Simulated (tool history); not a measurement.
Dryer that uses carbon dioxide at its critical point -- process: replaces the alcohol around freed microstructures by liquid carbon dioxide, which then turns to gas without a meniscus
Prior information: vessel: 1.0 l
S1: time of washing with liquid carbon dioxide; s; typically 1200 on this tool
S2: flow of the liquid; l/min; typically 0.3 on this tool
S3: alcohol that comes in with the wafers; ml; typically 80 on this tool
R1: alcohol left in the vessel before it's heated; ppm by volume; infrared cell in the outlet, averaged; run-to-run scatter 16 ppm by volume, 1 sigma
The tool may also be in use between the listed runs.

run 1 hour=0 | S1=1200 S2=0.3 S3=80 | R1=1538
run 2 hour=8.1 | S1=1200 S2=0.3 S3=80 | R1=1554
run 3 hour=13.9 | S1=1200 S2=0.3 S3=80 | R1=1502
run 4 hour=19.5 | S1=1200 S2=0.3 S3=80 | R1=1501
run 5 hour=27.7 | S1=1200 S2=0.3 S3=80 | R1=1574
run 6 hour=34 | S1=1200 S2=0.422 S3=80 | R1=357
run 7 hour=40.9 | S1=1200 S2=0.3 S3=80 | R1=1608
run 8 hour=46.5 | S1=1200 S2=0.3 S3=80 | R1=1540
run 9 hour=54.7 | S1=1200 S2=0.3 S3=80 | R1=1618
run 10 hour=64.5 | S1=1200 S2=0.3 S3=80 | R1=1625
run 11 hour=72.7 | S1=1200 S2=0.3 S3=80 | R1=1639
run 12 hour=82 | S1=1860 S2=0.3 S3=80 | R1=253
run 13 hour=89.3 | S1=1860 S2=0.3 S3=80 | R1=254
run 14 hour=95.7 | S1=1200 S2=0.3 S3=27 | R1=598
run 15 hour=100.3 | S1=1200 S2=0.3 S3=27 | R1=607
run 16 hour=108.7 | S1=1200 S2=0.3 S3=21 | R1=484
run 17 hour=115.5 | S1=1200 S2=0.3 S3=21 | R1=498
run 18 hour=122.3 | S1=1320 S2=0.3 S3=21 | R1=367
run 19 hour=130.9 | S1=1200 S2=0.3 S3=55 | R1=1217
run 20 hour=139 | S1=1200 S2=0.3 S3=55 | R1=1202
run 21 hour=149.5 | S1=1200 S2=0.3 S3=55 | R1=1189
run 22 hour=153.9 | S1=1200 S2=0.3 S3=31 | R1=726
run 23 hour=158.5 | S1=1200 S2=0.3 S3=31 | R1=717
run 24 hour=168.4 | S1=1020 S2=0.375 S3=31 | R1=609
run 25 hour=174.2 | S1=1020 S2=0.375 S3=31 | R1=591
run 26 hour=179.2 | S1=1020 S2=0.375 S3=31 | R1=594
run 27 hour=189.4 | S1=1200 S2=0.3 S3=90 | R1=2027
run 28 hour=199.4 | S1=1200 S2=0.3 S3=90 | R1=2017
run 29 hour=204.6 | S1=1200 S2=0.3 S3=90 | R1=2015
run 30 hour=213.2 | S1=1620 S2=0.228 S3=90 | R1=1948
run 31 hour=220.3 | S1=1620 S2=0.228 S3=90 | R1=1905
run 32 hour=228.6 | S1=780 S2=0.228 S3=24 | R1=3765
run 33 hour=234.5 | S1=780 S2=0.228 S3=24 | R1=3793
run 34 hour=240.2 | S1=780 S2=0.228 S3=24 | R1=3796
run 35 hour=249.1 | S1=780 S2=0.228 S3=24 | R1=3797
run 36 hour=259.9 | S1=1200 S2=0.483 S3=46 | R1=196
run 37 hour=265.8 | S1=1200 S2=0.483 S3=46 | R1=203
run 38 hour=274.1 | S1=1200 S2=0.483 S3=46 | R1=206
run 39 hour=284.7 | S1=1200 S2=0.227 S3=80 | R1=4767
run 40 hour=289.5 | S1=1200 S2=0.227 S3=80 | R1=4844
run 41 hour=298.1 | S1=1200 S2=0.353 S3=33 | R1=494
run 42 hour=307.3 | S1=1200 S2=0.353 S3=33 | R1=507
run 43 hour=318.1 | S1=1200 S2=0.312 S3=80 | R1=1759
run 44 hour=328.6 | S1=1080 S2=0.3 S3=21 | R1=854
run 45 hour=333.2 | S1=1200 S2=0.3 S3=42 | R1=1149
run 46 hour=342 | S1=1080 S2=0.372 S3=31 | R1=607

4 ways to go on from here, each from the tool as it stands after run 46. What would each give?
run A hour=349.2 | S1=780 S2=0.3 S3=79 | R1=?
run B hour=349.2 | S1=840 S2=0.3 S3=80 | R1=?
run C hour=349.2 | S1=1080 S2=0.231 S3=48 | R1=?
run D hour=349.2 | S1=1620 S2=0.478 S3=80 | R1=?

run=A R1=7186
run=B R1=6190
run=C R1=3811
run=D R1=146
With no hidden state in the tool, these same runs would have given:
run=A R1=4496
run=B R1=3729
run=C R1=2291
run=D R1=21
